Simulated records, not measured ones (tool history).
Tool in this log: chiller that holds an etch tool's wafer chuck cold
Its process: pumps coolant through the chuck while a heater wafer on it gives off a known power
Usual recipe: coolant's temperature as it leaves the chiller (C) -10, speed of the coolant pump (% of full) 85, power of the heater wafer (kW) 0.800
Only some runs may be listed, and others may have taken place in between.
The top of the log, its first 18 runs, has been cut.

run	hour	coolant's temperature as it leaves the chiller (C)	speed of the coolant pump (% of full)	power of the heater wafer (kW)	chuck's temperature once it has settled (C)	how much warmer the coolant comes back (C)
19	1372.2	-5	68	0.603	0.2	2.33
# hour 1435.7: chiller's thermometer calibrated
20	1461.3	-1	98	0.990	5.0	2.57
21	1513.6	-4	63	0.493	0.7	2.08
22	1583.4	-4	63	0.493	0.4	2.09
23	1631.1	-2	76	0.888	4.9	3.06
24	1691.0	-12	85	0.844	-6.2	2.56
25	1767.4	-12	85	0.844	-6.2	2.56
26	1858.1	-7	87	1.173	1.1	3.41
27	1914.4	-18	81	0.599	-13.8	1.93
28	2003.2	-18	81	0.599	-13.6	1.88
29	2098.8	-18	81	0.599	-13.6	1.88
30	2145.1	-18	85	0.425	-15.1	1.31
31	2238.9	-10	69	0.683	-4.3	2.60

Forecast each of these 5 alternatives for the next run:
A	2297.8	-10	69	0.570	?	?
B	2297.8	-10	69	0.415	?	?
C	2297.8	-10	83	0.591	?	?
D	2297.8	-2	69	1.054	?	?
E	2297.8	-11	69	0.683	?	?

run	chuck's temperature once it has settled (C)	how much warmer the coolant comes back (C)
A	-4.9	2.17
B	-6.4	1.55
C	-5.8	1.85
D	6.8	4.07
E	-5.1	2.58
With the hidden condition removed and each run's random variation left untouched, the same runs would have given:
run	chuck's temperature once it has settled (C)	how much warmer the coolant comes back (C)
A	-5.0	2.16
B	-6.5	1.54
C	-5.8	1.85
D	6.8	4.06
E	-5.1	2.58

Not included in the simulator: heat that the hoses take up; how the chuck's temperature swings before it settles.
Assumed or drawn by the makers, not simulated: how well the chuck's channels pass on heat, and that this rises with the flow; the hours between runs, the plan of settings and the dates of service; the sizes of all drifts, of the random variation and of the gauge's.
